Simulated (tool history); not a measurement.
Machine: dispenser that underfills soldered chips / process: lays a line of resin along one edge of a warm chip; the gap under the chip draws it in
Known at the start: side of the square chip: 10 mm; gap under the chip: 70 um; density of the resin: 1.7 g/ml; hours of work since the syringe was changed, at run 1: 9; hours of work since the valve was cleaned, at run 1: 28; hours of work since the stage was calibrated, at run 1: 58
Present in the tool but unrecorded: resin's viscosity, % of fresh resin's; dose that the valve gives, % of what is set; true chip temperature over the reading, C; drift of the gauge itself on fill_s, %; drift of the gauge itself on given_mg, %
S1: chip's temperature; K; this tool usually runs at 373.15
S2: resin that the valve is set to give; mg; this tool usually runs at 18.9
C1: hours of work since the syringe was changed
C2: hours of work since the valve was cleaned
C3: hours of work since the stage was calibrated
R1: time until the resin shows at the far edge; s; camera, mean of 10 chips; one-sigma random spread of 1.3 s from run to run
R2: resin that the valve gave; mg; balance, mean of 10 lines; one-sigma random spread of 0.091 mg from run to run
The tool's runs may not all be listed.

run 1 hour=0.0 | S1=373.15 S2=18.9 | C1=9 C2=28 C3=58 | R1=281.9 R2=18.33
-- hour=0.5 new syringe of resin
run 2 hour=3.6 | S1=373.15 S2=18.9 | C1=2 C2=30 C3=60 | R1=155.4 R2=18.47
run 3 hour=5.8 | S1=373.15 S2=19.1 | C1=4 C2=31 C3=61 | R1=180.7 R2=18.57
run 4 hour=9.6 | S1=373.15 S2=19.0 | C1=6 C2=34 C3=64 | R1=218.8 R2=18.28
run 5 hour=13.4 | S1=373.15 S2=24.3 | C1=9 C2=36 C3=66 | R1=263.9 R2=23.48
-- hour=14.7 new syringe of resin
run 6 hour=18.2 | S1=373.15 S2=22.9 | C1=2 C2=39 C3=69 | R1=158.7 R2=22.24
run 7 hour=20.4 | S1=373.15 S2=22.9 | C1=4 C2=41 C3=71 | R1=179.5 R2=22.24
run 8 hour=24.5 | S1=373.15 S2=22.9 | C1=7 C2=44 C3=74 | R1=221.7 R2=22.14
run 9 hour=28.0 | S1=373.15 S2=22.9 | C1=9 C2=46 C3=76 | R1=276.3 R2=22.05
-- hour=28.9 new syringe of resin
run 10 hour=30.8 | S1=373.15 S2=22.9 | C1=1 C2=48 C3=78 | R1=141.1 R2=22.02
run 11 hour=33.0 | S1=373.15 S2=18.9 | C1=3 C2=49 C3=79 | R1=161.9 R2=18.00
run 12 hour=36.0 | S1=373.15 S2=18.9 | C1=5 C2=51 C3=81 | R1=194.4 R2=18.32
run 13 hour=39.4 | S1=373.15 S2=18.9 | C1=7 C2=54 C3=84 | R1=231.3 R2=18.22
run 14 hour=42.2 | S1=373.15 S2=18.9 | C1=9 C2=55 C3=85 | R1=274.1 R2=17.99
-- hour=43.1 new syringe of resin
run 15 hour=46.2 | S1=373.15 S2=18.9 | C1=2 C2=58 C3=88 | R1=156.7 R2=17.90
run 16 hour=49.1 | S1=373.15 S2=18.9 | C1=4 C2=60 C3=90 | R1=183.9 R2=18.06
run 17 hour=51.3 | S1=373.15 S2=18.9 | C1=6 C2=61 C3=91 | R1=210.5 R2=18.01
run 18 hour=54.3 | S1=373.15 S2=18.9 | C1=8 C2=63 C3=93 | R1=247.6 R2=17.91
-- hour=57.3 new syringe of resin
run 19 hour=57.6 | S1=371.15 S2=18.6 | C1=0 C2=65 C3=95 | R1=142.0 R2=17.62
run 20 hour=61.3 | S1=382.15 S2=21.8 | C1=3 C2=68 C3=98 | R1=126.3 R2=20.62
run 21 hour=65.4 | S1=382.15 S2=21.8 | C1=5 C2=71 C3=101 | R1=155.8 R2=20.64
run 22 hour=67.4 | S1=382.15 S2=21.8 | C1=7 C2=72 C3=102 | R1=177.1 R2=20.70
-- hour=71.7 new syringe of resin
run 23 hour=71.7 | S1=373.15 S2=24.3 | C1=0 C2=75 C3=105 | R1=128.1 R2=22.74
run 24 hour=75.4 | S1=364.15 S2=21.1 | C1=3 C2=77 C3=107 | R1=208.0 R2=19.95
run 25 hour=79.2 | S1=373.15 S2=19.9 | C1=5 C2=80 C3=110 | R1=197.9 R2=18.62
run 26 hour=82.4 | S1=362.15 S2=17.8 | C1=7 C2=82 C3=112 | R1=345.7 R2=16.75
run 27 hour=84.3 | S1=363.15 S2=24.5 | C1=8 C2=83 C3=113 | R1=357.4 R2=22.97
-- hour=85.9 new syringe of resin
run 28 hour=88.2 | S1=363.15 S2=24.5 | C1=2 C2=86 C3=116 | R1=198.0 R2=22.71
run 29 hour=91.4 | S1=384.15 S2=22.7 | C1=4 C2=88 C3=118 | R1=127.2 R2=21.18
run 30 hour=94.6 | S1=384.15 S2=22.7 | C1=6 C2=90 C3=120 | R1=152.9 R2=21.17
run 31 hour=99.0 | S1=384.15 S2=22.7 | C1=9 C2=93 C3=123 | R1=193.9 R2=21.09
-- hour=100.0 new syringe of resin
-- hour=103.2 dispensing valve cleaned and set on the balance
run 32 hour=103.5 | S1=377.15 S2=19.1 | C1=2 C2=0 C3=125 | R1=131.2 R2=19.23
run 33 hour=105.5 | S1=377.15 S2=19.1 | C1=3 C2=2 C3=126 | R1=147.9 R2=19.03
run 34 hour=110.0 | S1=378.15 S2=19.3 | C1=6 C2=5 C3=129 | R1=182.8 R2=19.35
run 35 hour=112.2 | S1=378.15 S2=19.3 | C1=8 C2=6 C3=131 | R1=212.2 R2=19.09

Here are 5 independent what-if runs from the current tool condition. What would each one return?
-- hour=115.0 new syringe of resin
run A hour=116.6 | S1=370.15 S2=18.9 | C1=1 C2=9 C3=134 | R1=? R2=?
-- hour=115.0 new syringe of resin
run B hour=116.6 | S1=374.15 S2=21.9 | C1=1 C2=9 C3=134 | R1=? R2=?
-- hour=115.0 new syringe of resin
run C hour=116.6 | S1=373.15 S2=19.3 | C1=1 C2=9 C3=134 | R1=? R2=?
-- hour=115.0 new syringe of resin
run D hour=116.6 | S1=386.15 S2=23.3 | C1=1 C2=9 C3=134 | R1=? R2=?
-- hour=115.0 new syringe of resin
run E hour=116.6 | S1=375.15 S2=19.3 | C1=1 C2=9 C3=134 | R1=? R2=?

run=A R1=161.0 R2=18.66
run=B R1=136.1 R2=21.87
run=C R1=141.8 R2=19.20
run=D R1=96.0 R2=23.23
run=E R1=138.9 R2=19.06
Without the tool's hidden state the same runs would have given:
run=A R1=142.0 R2=18.76
run=B R1=120.3 R2=21.99
run=C R1=125.1 R2=19.30
run=D R1=84.9 R2=23.36
run=E R1=122.7 R2=19.16
